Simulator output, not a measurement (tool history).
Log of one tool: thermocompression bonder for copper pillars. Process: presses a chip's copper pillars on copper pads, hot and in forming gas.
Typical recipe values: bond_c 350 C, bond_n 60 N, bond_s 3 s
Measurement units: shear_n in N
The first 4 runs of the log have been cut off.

| run | hour | bond_c | bond_n | bond_s | shear_n |
|---|---|---|---|---|---|
| 5 | 180.1 | 380 | 49 | 3 | 39.1 |
| 6 | 224.8 | 380 | 49 | 3 | 39.8 |
| 7 | 264 | 380 | 49 | 3 | 39.2 |
| 8 | 313.9 | 380 | 47 | 3 | 38.6 |
| 9 | 351.2 | 380 | 47 | 3 | 37.7 |
| 10 | 389.9 | 380 | 47 | 3 | 36.7 |
| 11 | 445.3 | 380 | 47 | 4 | 40.5 |
| 12 | 502.4 | 350 | 60 | 3 | 30.8 |
| 13 | 537.2 | 350 | 55 | 3 | 29.5 |
| 14 | 579.3 | 350 | 59 | 3 | 30.4 |
| 15 | 609.3 | 350 | 59 | 3 | 31 |
|  | 621.1 | forming gas filter changed |
| 16 | 653.6 | 350 | 59 | 3 | 31.8 |
| 17 | 706.7 | 350 | 59 | 3 | 31.4 |
|  | 739.5 | force cell calibrated |
| 18 | 748.8 | 350 | 60 | 2 | 28.9 |
| 19 | 782.2 | 350 | 52 | 2 | 25.7 |
| 20 | 819.6 | 328 | 60 | 3 | 25.1 |
| 21 | 850.6 | 333 | 56 | 3 | 26.2 |
| 22 | 899.7 | 366 | 61 | 2 | 33.7 |
| 23 | 938.5 | 366 | 61 | 2 | 34.2 |

What will run 24 give?
| 24 | 979 | 366 | 61 | 2 | ? |

{"run 24": {"shear_n": 33.5}}
Minus the tool's unlogged condition, the same run would have read shear_n 39.7 N.
